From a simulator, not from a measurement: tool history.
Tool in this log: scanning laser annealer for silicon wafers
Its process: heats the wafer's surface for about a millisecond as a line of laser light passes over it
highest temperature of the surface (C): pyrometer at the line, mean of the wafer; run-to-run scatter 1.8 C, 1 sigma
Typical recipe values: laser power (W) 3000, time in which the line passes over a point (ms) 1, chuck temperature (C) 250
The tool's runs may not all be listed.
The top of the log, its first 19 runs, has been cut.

| run | hour | laser power (W) | time in which the line passes over a point (ms) | chuck temperature (C) | hours of work since the window was cleaned | hours of work since the power meter was calibrated | hours of work since the optics were aligned | highest temperature of the surface (C) |
|---|---|---|---|---|---|---|---|---|
| 20 | 583 | 3000 | 0.74 | 250 | 98 | 982 | 1185 | 913 |
| 21 | 610.5 | 3000 | 0.74 | 250 | 118 | 1002 | 1205 | 911 |
| 22 | 638.8 | 2831 | 1 | 288 | 138 | 1022 | 1225 | 1035 |
| 23 | 665.2 | 2831 | 1 | 288 | 156 | 1040 | 1244 | 1035 |
|  | 699.6 | optics aligned, line set to its width |
| 24 | 708 | 2926 | 1 | 215 | 183 | 1067 | 6 | 997 |
| 25 | 736.6 | 2754 | 0.72 | 232 | 203 | 1087 | 26 | 838 |
| 26 | 772.5 | 2754 | 0.72 | 232 | 229 | 1113 | 52 | 840 |
| 27 | 811.9 | 2754 | 0.72 | 232 | 257 | 1141 | 80 | 836 |
| 28 | 835.9 | 3000 | 0.98 | 243 | 274 | 1158 | 97 | 1030 |
| 29 | 865 | 3000 | 0.82 | 281 | 294 | 1178 | 117 | 987 |
| 30 | 888.5 | 3294 | 1.12 | 250 | 311 | 1195 | 134 | 1179 |
| 31 | 913.4 | 3294 | 1.12 | 250 | 329 | 1213 | 151 | 1182 |
| 32 | 946.4 | 3294 | 1.12 | 210 | 352 | 1236 | 175 | 1141 |
| 33 | 976.2 | 3281 | 1 | 250 | 373 | 1257 | 196 | 1113 |
| 34 | 1004 | 3281 | 1 | 250 | 393 | 1277 | 216 | 1116 |
| 35 | 1037.6 | 3281 | 1 | 250 | 417 | 1301 | 239 | 1111 |
| 36 | 1060.3 | 2975 | 0.72 | 252 | 433 | 1317 | 256 | 896 |
| 37 | 1094.5 | 2975 | 0.72 | 252 | 457 | 1341 | 280 | 895 |
| 38 | 1135 | 2886 | 1 | 250 | 486 | 1370 | 309 | 1004 |
| 39 | 1175.7 | 2697 | 1.15 | 251 | 515 | 1398 | 337 | 1017 |
| 40 | 1194 | 2697 | 1.15 | 251 | 528 | 1411 | 350 | 1017 |
| 41 | 1216.6 | 3000 | 1.08 | 250 | 544 | 1427 | 366 | 1066 |

4 ways to go on from here, each from the tool as it stands after run 41. What would each give?
| A | 1250.9 | 2836 | 1.08 | 225 | 568 | 1452 | 391 | ? |
| B | 1250.9 | 2604 | 1 | 250 | 568 | 1452 | 391 | ? |
| C | 1250.9 | 2881 | 1 | 250 | 568 | 1452 | 391 | ? |
| D | 1250.9 | 3000 | 1 | 212 | 568 | 1452 | 391 | ? |

| run | highest temperature of the surface (C) |
|---|---|
| A | 999 |
| B | 931 |
| C | 1001 |
| D | 995 |
Without the tool's hidden state the same runs would have given:
| run | highest temperature of the surface (C) |
|---|---|
| A | 1034 |
| B | 961 |
| C | 1034 |
| D | 1030 |

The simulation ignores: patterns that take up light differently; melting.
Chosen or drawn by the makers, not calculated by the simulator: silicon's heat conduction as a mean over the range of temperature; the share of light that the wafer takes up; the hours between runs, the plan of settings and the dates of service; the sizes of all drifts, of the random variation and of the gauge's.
